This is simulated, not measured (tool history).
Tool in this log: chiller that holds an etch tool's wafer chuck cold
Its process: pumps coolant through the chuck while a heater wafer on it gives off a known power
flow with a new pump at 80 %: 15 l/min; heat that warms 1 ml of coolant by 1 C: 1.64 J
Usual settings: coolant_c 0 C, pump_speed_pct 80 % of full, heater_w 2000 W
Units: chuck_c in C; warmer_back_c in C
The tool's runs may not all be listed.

run	hour	coolant_c	pump_speed_pct	heater_w	chuck_c	warmer_back_c
1	0.0	0	80	2000	16.0	4.92
2	75.5	0	80	2186	17.6	5.47
3	148.8	9	80	2000	25.1	4.93
4	214.2	9	82	2000	24.4	4.82
5	289.4	9	82	2000	24.6	4.86
6	368.3	0	92	2000	14.4	4.26
7	417.8	0	92	2000	14.3	4.30
8	459.4	0	92	2000	14.2	4.18
# hour 463.7: chiller's thermometer calibrated
9	510.6	0	92	2000	14.3	4.25
10	562.5	0	80	1194	9.5	2.99
11	629.7	0	80	1194	9.6	2.98
12	678.6	0	80	1194	9.6	2.98
# hour 707.5: chiller's thermometer calibrated, once more
13	723.7	0	80	2000	16.2	5.02
14	770.6	0	80	2000	16.1	4.97
15	848.5	5	80	2000	21.5	4.98
16	920.0	5	80	2000	21.3	4.94
17	958.9	-8	75	2000	9.2	5.38
18	998.3	-6	84	2000	9.6	4.70
19	1064.4	-6	84	2000	9.7	4.71
20	1110.6	-1	90	2000	14.0	4.40
21	1159.4	-1	90	2000	13.9	4.33
22	1225.4	-3	80	1699	11.1	4.21
23	1287.2	8	80	2000	24.4	5.02
24	1351.7	-1	74	2560	21.4	6.97
25	1396.3	-8	74	1451	4.7	3.94
26	1438.0	4	73	2000	21.7	5.57
27	1508.8	0	73	2000	17.8	5.58
28	1578.9	0	60	1282	13.4	4.38
29	1637.2	0	60	1282	13.4	4.37

Branching from run 29: 4 alternative next runs. What would each branch give?
A	1691.4	0	60	1520	?	?
B	1691.4	6	80	2000	?	?
C	1691.4	9	81	1952	?	?
D	1691.4	4	60	1827	?	?

run	chuck_c	warmer_back_c
A	16.0	5.21
B	22.5	4.99
C	24.8	4.87
D	23.4	6.20
Without the tool's unlogged condition, the same runs would have read:
run	chuck_c	warmer_back_c
A	13.9	5.08
B	20.4	4.86
C	22.7	4.75
D	20.9	6.04
